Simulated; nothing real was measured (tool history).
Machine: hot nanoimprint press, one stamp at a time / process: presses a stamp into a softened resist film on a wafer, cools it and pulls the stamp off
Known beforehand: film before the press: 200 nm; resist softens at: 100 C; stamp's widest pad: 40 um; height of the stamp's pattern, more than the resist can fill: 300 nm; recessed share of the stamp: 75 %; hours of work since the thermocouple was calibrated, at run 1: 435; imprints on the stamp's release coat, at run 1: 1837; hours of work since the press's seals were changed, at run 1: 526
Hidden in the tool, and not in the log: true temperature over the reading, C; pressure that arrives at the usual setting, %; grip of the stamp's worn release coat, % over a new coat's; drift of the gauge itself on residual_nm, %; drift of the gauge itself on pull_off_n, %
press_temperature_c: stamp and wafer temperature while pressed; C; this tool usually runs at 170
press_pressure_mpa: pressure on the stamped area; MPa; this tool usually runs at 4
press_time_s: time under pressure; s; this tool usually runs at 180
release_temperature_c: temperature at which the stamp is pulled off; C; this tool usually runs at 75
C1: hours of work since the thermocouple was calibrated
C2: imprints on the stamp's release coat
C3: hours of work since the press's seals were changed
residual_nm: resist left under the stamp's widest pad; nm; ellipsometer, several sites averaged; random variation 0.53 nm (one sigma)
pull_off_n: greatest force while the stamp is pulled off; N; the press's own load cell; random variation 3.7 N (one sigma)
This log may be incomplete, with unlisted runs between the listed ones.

{"run": 1, "hour": 0.0, "press_temperature_c": 170, "press_pressure_mpa": 4, "press_time_s": 180, "release_temperature_c": 75, "C1": 435, "C2": 1837, "C3": 526, "residual_nm": 125, "pull_off_n": 204}
{"hour": 23.0, "done": "plate thermocouple calibrated"}
{"hour": 34.6, "done": "stamp cleaned and given a new release coat"}
{"run": 2, "hour": 47.9, "press_temperature_c": 170, "press_pressure_mpa": 4, "press_time_s": 180, "release_temperature_c": 75, "C1": 11, "C2": 53, "C3": 549, "residual_nm": 128.3, "pull_off_n": 184}
{"run": 3, "hour": 70.1, "press_temperature_c": 170, "press_pressure_mpa": 4, "press_time_s": 180, "release_temperature_c": 75, "C1": 24, "C2": 140, "C3": 562, "residual_nm": 127.3, "pull_off_n": 187}
{"run": 4, "hour": 105.1, "press_temperature_c": 170, "press_pressure_mpa": 3.06, "press_time_s": 180, "release_temperature_c": 75, "C1": 45, "C2": 278, "C3": 583, "residual_nm": 137.6, "pull_off_n": 186}
{"hour": 137.9, "done": "plate thermocouple calibrated, once more"}
{"run": 5, "hour": 141.6, "press_temperature_c": 170, "press_pressure_mpa": 3.06, "press_time_s": 180, "release_temperature_c": 75, "C1": 2, "C2": 411, "C3": 603, "residual_nm": 130.3, "pull_off_n": 185}
{"run": 6, "hour": 165.2, "press_temperature_c": 170, "press_pressure_mpa": 3.06, "press_time_s": 180, "release_temperature_c": 75, "C1": 16, "C2": 504, "C3": 617, "residual_nm": 130.5, "pull_off_n": 177}
{"run": 7, "hour": 192.1, "press_temperature_c": 170, "press_pressure_mpa": 3.06, "press_time_s": 180, "release_temperature_c": 75, "C1": 32, "C2": 610, "C3": 633, "residual_nm": 130.4, "pull_off_n": 179}
{"run": 8, "hour": 217.1, "press_temperature_c": 170, "press_pressure_mpa": 3.06, "press_time_s": 180, "release_temperature_c": 75, "C1": 47, "C2": 709, "C3": 648, "residual_nm": 130.5, "pull_off_n": 193}
{"run": 9, "hour": 235.3, "press_temperature_c": 170, "press_pressure_mpa": 3.06, "press_time_s": 180, "release_temperature_c": 75, "C1": 58, "C2": 781, "C3": 658, "residual_nm": 130.8, "pull_off_n": 191}
{"run": 10, "hour": 251.2, "press_temperature_c": 170, "press_pressure_mpa": 3.06, "press_time_s": 180, "release_temperature_c": 75, "C1": 67, "C2": 844, "C3": 668, "residual_nm": 131.5, "pull_off_n": 192}
{"run": 11, "hour": 280.3, "press_temperature_c": 170, "press_pressure_mpa": 3.06, "press_time_s": 180, "release_temperature_c": 75, "C1": 84, "C2": 959, "C3": 685, "residual_nm": 131, "pull_off_n": 189}
{"run": 12, "hour": 313.1, "press_temperature_c": 170, "press_pressure_mpa": 3.06, "press_time_s": 180, "release_temperature_c": 75, "C1": 104, "C2": 1088, "C3": 704, "residual_nm": 131.8, "pull_off_n": 200}
{"run": 13, "hour": 341.3, "press_temperature_c": 170, "press_pressure_mpa": 4, "press_time_s": 100, "release_temperature_c": 75, "C1": 120, "C2": 1200, "C3": 721, "residual_nm": 141.7, "pull_off_n": 199}
{"run": 14, "hour": 364.8, "press_temperature_c": 168, "press_pressure_mpa": 3.61, "press_time_s": 146, "release_temperature_c": 82, "C1": 134, "C2": 1292, "C3": 735, "residual_nm": 139.4, "pull_off_n": 176}
{"run": 15, "hour": 400.2, "press_temperature_c": 180, "press_pressure_mpa": 5.83, "press_time_s": 180, "release_temperature_c": 82, "C1": 155, "C2": 1432, "C3": 756, "residual_nm": 75, "pull_off_n": 189}
{"run": 16, "hour": 420.6, "press_temperature_c": 170, "press_pressure_mpa": 4, "press_time_s": 180, "release_temperature_c": 80, "C1": 167, "C2": 1513, "C3": 768, "residual_nm": 121.4, "pull_off_n": 189}
{"run": 17, "hour": 436.7, "press_temperature_c": 170, "press_pressure_mpa": 4, "press_time_s": 180, "release_temperature_c": 81, "C1": 177, "C2": 1577, "C3": 778, "residual_nm": 121.9, "pull_off_n": 184}
{"run": 18, "hour": 473.8, "press_temperature_c": 175, "press_pressure_mpa": 4, "press_time_s": 180, "release_temperature_c": 75, "C1": 199, "C2": 1723, "C3": 799, "residual_nm": 104.3, "pull_off_n": 206}
{"run": 19, "hour": 503.3, "press_temperature_c": 170, "press_pressure_mpa": 4, "press_time_s": 296, "release_temperature_c": 76, "C1": 216, "C2": 1839, "C3": 817, "residual_nm": 103.1, "pull_off_n": 202}
{"hour": 534.8, "done": "stamp cleaned and given a new release coat"}
{"run": 20, "hour": 536.6, "press_temperature_c": 170, "press_pressure_mpa": 4, "press_time_s": 296, "release_temperature_c": 76, "C1": 232, "C2": 7, "C3": 833, "residual_nm": 102.6, "pull_off_n": 171}
{"run": 21, "hour": 564.0, "press_temperature_c": 170, "press_pressure_mpa": 4, "press_time_s": 296, "release_temperature_c": 76, "C1": 249, "C2": 115, "C3": 849, "residual_nm": 103.3, "pull_off_n": 177}
{"run": 22, "hour": 587.9, "press_temperature_c": 162, "press_pressure_mpa": 4.1, "press_time_s": 117, "release_temperature_c": 65, "C1": 263, "C2": 210, "C3": 863, "residual_nm": 162.5, "pull_off_n": 205}
{"run": 23, "hour": 606.4, "press_temperature_c": 170, "press_pressure_mpa": 3.82, "press_time_s": 180, "release_temperature_c": 79, "C1": 274, "C2": 283, "C3": 874, "residual_nm": 123.5, "pull_off_n": 175}
{"run": 24, "hour": 644.8, "press_temperature_c": 170, "press_pressure_mpa": 3.82, "press_time_s": 180, "release_temperature_c": 79, "C1": 296, "C2": 434, "C3": 897, "residual_nm": 124.6, "pull_off_n": 180}
{"run": 25, "hour": 675.3, "press_temperature_c": 170, "press_pressure_mpa": 2.52, "press_time_s": 225, "release_temperature_c": 75, "C1": 314, "C2": 555, "C3": 915, "residual_nm": 133, "pull_off_n": 177}
{"run": 26, "hour": 700.9, "press_temperature_c": 175, "press_pressure_mpa": 2.52, "press_time_s": 225, "release_temperature_c": 75, "C1": 330, "C2": 656, "C3": 930, "residual_nm": 115.9, "pull_off_n": 189}

Forecast each of these 4 alternatives for the next run:
{"run": "A", "hour": 735.5, "press_temperature_c": 169, "press_pressure_mpa": 4, "press_time_s": 214, "release_temperature_c": 78, "C1": 350, "C2": 793, "C3": 951, "residual_nm": "?", "pull_off_n": "?"}
{"run": "B", "hour": 735.5, "press_temperature_c": 175, "press_pressure_mpa": 2.52, "press_time_s": 116, "release_temperature_c": 75, "C1": 350, "C2": 793, "C3": 951, "residual_nm": "?", "pull_off_n": "?"}
{"run": "C", "hour": 735.5, "press_temperature_c": 161, "press_pressure_mpa": 4, "press_time_s": 239, "release_temperature_c": 81, "C1": 350, "C2": 793, "C3": 951, "residual_nm": "?", "pull_off_n": "?"}
{"run": "D", "hour": 735.5, "press_temperature_c": 170, "press_pressure_mpa": 4, "press_time_s": 251, "release_temperature_c": 75, "C1": 350, "C2": 793, "C3": 951, "residual_nm": "?", "pull_off_n": "?"}

run=A residual_nm=120.9 pull_off_n=182
run=B residual_nm=140.9 pull_off_n=191
run=C residual_nm=147.3 pull_off_n=181
run=D residual_nm=109.4 pull_off_n=191
Had the tool no hidden state, the same runs would have come out as:
run=A residual_nm=117.4 pull_off_n=167
run=B residual_nm=138.1 pull_off_n=175
run=C residual_nm=143.7 pull_off_n=167
run=D residual_nm=106 pull_off_n=175
